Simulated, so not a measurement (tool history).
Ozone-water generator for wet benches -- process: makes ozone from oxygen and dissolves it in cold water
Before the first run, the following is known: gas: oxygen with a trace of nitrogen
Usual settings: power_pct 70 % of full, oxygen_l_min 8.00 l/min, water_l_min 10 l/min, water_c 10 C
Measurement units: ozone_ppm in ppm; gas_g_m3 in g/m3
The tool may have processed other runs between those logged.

| run | hour | power_pct | oxygen_l_min | water_l_min | water_c | ozone_ppm | gas_g_m3 |
|---|---|---|---|---|---|---|---|
| 1 | 0.0 | 70 | 8.00 | 10 | 10 | 45.6 | 276.9 |
| 2 | 33.3 | 70 | 8.00 | 10 | 10 | 45.6 | 273.5 |
| 3 | 62.5 | 70 | 5.04 | 10 | 10 | 50.6 | 365.3 |
| 4 | 91.3 | 70 | 5.04 | 10 | 10 | 50.0 | 370.5 |
| 5 | 122.3 | 70 | 5.04 | 10 | 10 | 50.3 | 361.2 |
| 6 | 157.2 | 70 | 5.04 | 10 | 10 | 50.0 | 363.0 |
| 7 | 183.8 | 70 | 5.04 | 10 | 10 | 49.8 | 363.6 |
| 8 | 206.2 | 44 | 5.04 | 10 | 10 | 38.8 | 282.4 |
| 9 | 242.2 | 44 | 5.04 | 10 | 10 | 38.5 | 282.3 |
| 10 | 274.4 | 70 | 8.00 | 8 | 10 | 53.4 | 277.5 |
| 11 | 304.8 | 70 | 8.00 | 8 | 10 | 53.7 | 273.5 |
| 12 | 330.0 | 70 | 8.00 | 8 | 10 | 53.7 | 272.9 |
| 13 | 362.2 | 42 | 8.00 | 10 | 10 | 34.0 | 207.4 |
| 14 | 397.3 | 42 | 8.00 | 10 | 10 | 34.0 | 207.0 |
| 15 | 419.1 | 42 | 8.00 | 10 | 10 | 33.8 | 205.8 |
| 16 | 437.8 | 42 | 8.00 | 10 | 10 | 34.0 | 206.5 |
| 17 | 465.9 | 70 | 8.00 | 10 | 10 | 45.1 | 275.1 |
| 18 | 503.3 | 70 | 8.00 | 10 | 10 | 45.1 | 273.1 |
| 19 | 532.4 | 62 | 5.10 | 14 | 13 | 32.1 | 334.6 |
| 20 | 550.5 | 70 | 4.74 | 6 | 7 | 80.1 | 373.8 |
| 21 | 586.1 | 82 | 8.00 | 9 | 17 | 45.4 | 298.6 |
| 22 | 619.7 | 57 | 13.11 | 7 | 17 | 35.1 | 181.4 |
| 23 | 660.8 | 57 | 13.11 | 7 | 17 | 35.6 | 179.7 |
| 24 | 691.4 | 57 | 13.11 | 7 | 17 | 35.2 | 180.5 |
| 25 | 722.1 | 57 | 13.11 | 7 | 17 | 35.4 | 180.1 |
| 26 | 758.5 | 70 | 6.62 | 10 | 7 | 50.0 | 304.7 |
| 27 | 776.5 | 67 | 8.00 | 6 | 10 | 61.3 | 263.6 |
| 28 | 803.3 | 67 | 8.00 | 7 | 10 | 55.8 | 264.6 |

Predict the results of run 29:
| 29 | 820.9 | 67 | 8.00 | 7 | 10 | ? | ? |

{"run 29": {"ozone_ppm": 56.3, "gas_g_m3": 268.0}}
The same run, on a tool lacking any hidden state, would have yielded ozone_ppm 58.5 ppm, gas_g_m3 269.6 g/m3.

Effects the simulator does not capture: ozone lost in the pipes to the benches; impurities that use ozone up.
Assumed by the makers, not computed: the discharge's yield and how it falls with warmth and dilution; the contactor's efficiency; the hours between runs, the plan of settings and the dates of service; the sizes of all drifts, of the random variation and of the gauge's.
